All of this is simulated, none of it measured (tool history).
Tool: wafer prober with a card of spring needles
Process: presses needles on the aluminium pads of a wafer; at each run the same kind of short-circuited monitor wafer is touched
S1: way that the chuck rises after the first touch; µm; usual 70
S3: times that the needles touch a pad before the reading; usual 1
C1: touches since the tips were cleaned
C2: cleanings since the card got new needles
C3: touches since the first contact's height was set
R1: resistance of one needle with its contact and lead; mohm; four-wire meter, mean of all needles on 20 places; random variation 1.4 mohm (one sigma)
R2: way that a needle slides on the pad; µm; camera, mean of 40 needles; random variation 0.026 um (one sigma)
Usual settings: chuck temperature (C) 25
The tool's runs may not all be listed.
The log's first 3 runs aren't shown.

Run 4, hour 22.4: usual settings; C1 1656; C2 4; C3 32261. Result: R1 139 mohm, R2 16.00 µm.
Run 5, hour 30.4: usual settings but chuck temperature (C) 40; C1 3066; C2 4; C3 33671. Result: R1 150 mohm, R2 16.02 µm.
Run 6, hour 39.2: usual settings but chuck temperature (C) 40; C1 4622; C2 4; C3 35227. Result: R1 157 mohm, R2 16.07 µm.
Run 7, hour 45.2: usual settings but chuck temperature (C) 40; C1 5672; C2 4; C3 36277. Result: R1 160 mohm, R2 16.04 µm.
At hour 52.5: tips cleaned on abrasive film.
Run 8, hour 52.5: usual settings but S1 78 µm; C1 0; C2 5; C3 37556. Result: R1 122 mohm, R2 17.90 µm.
Run 9, hour 57.5: usual settings; C1 876; C2 5; C3 38432. Result: R1 138 mohm, R2 16.03 µm.
Run 10, hour 62.9: usual settings but S1 78 µm; C1 1841; C2 5; C3 39397. Result: R1 136 mohm, R2 17.81 µm.
Run 11, hour 69.1: usual settings; C1 2921; C2 5; C3 40477. Result: R1 149 mohm, R2 16.02 µm.
Run 12, hour 75.2: usual settings but chuck temperature (C) 121; C1 4004; C2 5; C3 41560. Result: R1 164 mohm, R2 16.00 µm.
Run 13, hour 79.0: usual settings but S3 3; C1 4684; C2 5; C3 42240. Result: R1 135 mohm, R2 16.01 µm.
Run 14, hour 84.5: usual settings but S3 3; C1 5654; C2 5; C3 43210. Result: R1 136 mohm, R2 16.03 µm.
Run 15, hour 89.5: usual settings but S3 3; C1 6539; C2 5; C3 44095. Result: R1 136 mohm, R2 16.05 µm.
At hour 91.5: tips cleaned on abrasive film.
Run 16, hour 96.9: usual settings but S3 3; C1 949; C2 6; C3 45372. Result: R1 131 mohm, R2 15.96 µm.
Run 17, hour 102.4: usual settings but S3 3; C1 1922; C2 6; C3 46345. Result: R1 129 mohm, R2 15.96 µm.
Run 18, hour 111.8: usual settings but chuck temperature (C) 35; C1 3587; C2 6; C3 48010. Result: R1 155 mohm, R2 15.99 µm.
Run 19, hour 120.7: usual settings but S1 58 µm, chuck temperature (C) 47, S3 2; C1 5158; C2 6; C3 49581. Result: R1 157 mohm, R2 13.24 µm.
Run 20, hour 128.7: usual settings but S1 58 µm, chuck temperature (C) 83; C1 6578; C2 6; C3 51001. Result: R1 183 mohm, R2 13.22 µm.
At hour 130.9: tips cleaned on abrasive film.
Run 21, hour 137.5: usual settings but S1 54 µm, chuck temperature (C) 93, S3 2; C1 1158; C2 7; C3 52529. Result: R1 146 mohm, R2 12.27 µm.
Run 22, hour 145.2: usual settings but S1 54 µm, chuck temperature (C) 93, S3 2; C1 2534; C2 7; C3 53905. Result: R1 159 mohm, R2 12.29 µm.
Run 23, hour 149.3: usual settings but S1 87 µm; C1 3244; C2 7; C3 54615. Result: R1 140 mohm, R2 19.89 µm.
Run 24, hour 156.6: usual settings but S1 54 µm, S3 2; C1 4532; C2 7; C3 55903. Result: R1 158 mohm, R2 12.28 µm.
Run 25, hour 162.8: usual settings but S1 54 µm, chuck temperature (C) 114, S3 3; C1 5630; C2 7; C3 57001. Result: R1 158 mohm, R2 12.29 µm.

Run 26 comes next. What will it give?
At hour 170.2: tips cleaned on abrasive film.
Run 26, hour 170.6: usual settings but S1 54 µm, chuck temperature (C) 114, S3 3; C1 80; C2 8; C3 58370. Result: R1 ?, R2 ?.

Run 26 gave R1 142 mohm, R2 12.30 µm.
Without the tool's hidden state the same run would have given R1 139 mohm, R2 12.47 µm.

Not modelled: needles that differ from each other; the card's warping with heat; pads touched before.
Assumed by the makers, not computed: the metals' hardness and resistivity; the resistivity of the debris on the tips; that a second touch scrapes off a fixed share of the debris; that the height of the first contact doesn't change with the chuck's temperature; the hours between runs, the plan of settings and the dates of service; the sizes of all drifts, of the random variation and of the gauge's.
